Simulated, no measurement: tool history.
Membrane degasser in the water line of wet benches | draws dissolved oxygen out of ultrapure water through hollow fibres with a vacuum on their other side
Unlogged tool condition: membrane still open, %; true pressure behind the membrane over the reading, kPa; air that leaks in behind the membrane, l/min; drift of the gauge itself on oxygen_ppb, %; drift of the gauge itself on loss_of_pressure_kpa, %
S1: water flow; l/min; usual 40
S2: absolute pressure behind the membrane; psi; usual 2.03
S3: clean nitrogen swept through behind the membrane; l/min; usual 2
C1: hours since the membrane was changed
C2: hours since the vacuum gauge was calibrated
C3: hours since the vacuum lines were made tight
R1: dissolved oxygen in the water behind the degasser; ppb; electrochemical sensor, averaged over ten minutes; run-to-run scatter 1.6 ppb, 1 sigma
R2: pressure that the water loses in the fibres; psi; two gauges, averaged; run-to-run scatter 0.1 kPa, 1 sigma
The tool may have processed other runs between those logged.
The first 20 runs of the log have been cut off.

{"run": 21, "hour": 855.0, "S1": 39, "S2": 2.15, "S3": 2.43, "C1": 1514, "C2": 7181, "C3": 6775, "R1": 469.9, "R2": 5.469}
{"run": 22, "hour": 894.0, "S1": 62, "S2": 2.07, "S3": 2.65, "C1": 1553, "C2": 7220, "C3": 6814, "R1": 758, "R2": 8.691}
{"run": 23, "hour": 923.3, "S1": 27, "S2": 2.03, "S3": 2, "C1": 1582, "C2": 7249, "C3": 6843, "R1": 352.9, "R2": 3.797}
{"run": 24, "hour": 953.9, "S1": 58, "S2": 2.45, "S3": 1.49, "C1": 1613, "C2": 7279, "C3": 6874, "R1": 1155.9, "R2": 8.132}
{"hour": 999.3, "done": "vacuum gauge calibrated"}
{"run": 25, "hour": 1014.3, "S1": 58, "S2": 2.45, "S3": 1.49, "C1": 1673, "C2": 15, "C3": 6934, "R1": 1116.2, "R2": 8.163}
{"run": 26, "hour": 1040.0, "S1": 50, "S2": 2.12, "S3": 2, "C1": 1699, "C2": 41, "C3": 6959, "R1": 679.7, "R2": 7.047}
{"run": 27, "hour": 1097.8, "S1": 28, "S2": 3.89, "S3": 1.53, "C1": 1756, "C2": 99, "C3": 7017, "R1": 894, "R2": 3.944}
{"run": 28, "hour": 1129.6, "S1": 28, "S2": 3.89, "S3": 1.53, "C1": 1788, "C2": 130, "C3": 7049, "R1": 891.8, "R2": 3.964}
{"run": 29, "hour": 1169.1, "S1": 28, "S2": 3.89, "S3": 1.53, "C1": 1828, "C2": 170, "C3": 7089, "R1": 889.9, "R2": 3.945}
{"run": 30, "hour": 1197.3, "S1": 28, "S2": 3.89, "S3": 1.53, "C1": 1856, "C2": 198, "C3": 7117, "R1": 893.4, "R2": 3.928}
{"run": 31, "hour": 1244.8, "S1": 34, "S2": 3.89, "S3": 1.24, "C1": 1903, "C2": 245, "C3": 7164, "R1": 1231.2, "R2": 4.778}

Here are 4 independent what-if runs from the current tool condition. What would each one return?
{"run": "A", "hour": 1280.2, "S1": 45, "S2": 3.12, "S3": 1.05, "C1": 1939, "C2": 281, "C3": 7200, "R1": "?", "R2": "?"}
{"run": "B", "hour": 1280.2, "S1": 48, "S2": 1.65, "S3": 1.13, "C1": 1939, "C2": 281, "C3": 7200, "R1": "?", "R2": "?"}
{"run": "C", "hour": 1280.2, "S1": 40, "S2": 2.03, "S3": 3.28, "C1": 1939, "C2": 281, "C3": 7200, "R1": "?", "R2": "?"}
{"run": "D", "hour": 1280.2, "S1": 63, "S2": 1.39, "S3": 1.24, "C1": 1939, "C2": 281, "C3": 7200, "R1": "?", "R2": "?"}

run=A R1=1401.6 R2=6.293
run=B R1=736 R2=6.759
run=C R1=347.3 R2=5.62
run=D R1=789 R2=8.863
Without the tool's hidden state the same runs would have given:
run=A R1=1397.9 R2=6.244
run=B R1=732.2 R2=6.705
run=C R1=343.9 R2=5.577
run=D R1=782.8 R2=8.794

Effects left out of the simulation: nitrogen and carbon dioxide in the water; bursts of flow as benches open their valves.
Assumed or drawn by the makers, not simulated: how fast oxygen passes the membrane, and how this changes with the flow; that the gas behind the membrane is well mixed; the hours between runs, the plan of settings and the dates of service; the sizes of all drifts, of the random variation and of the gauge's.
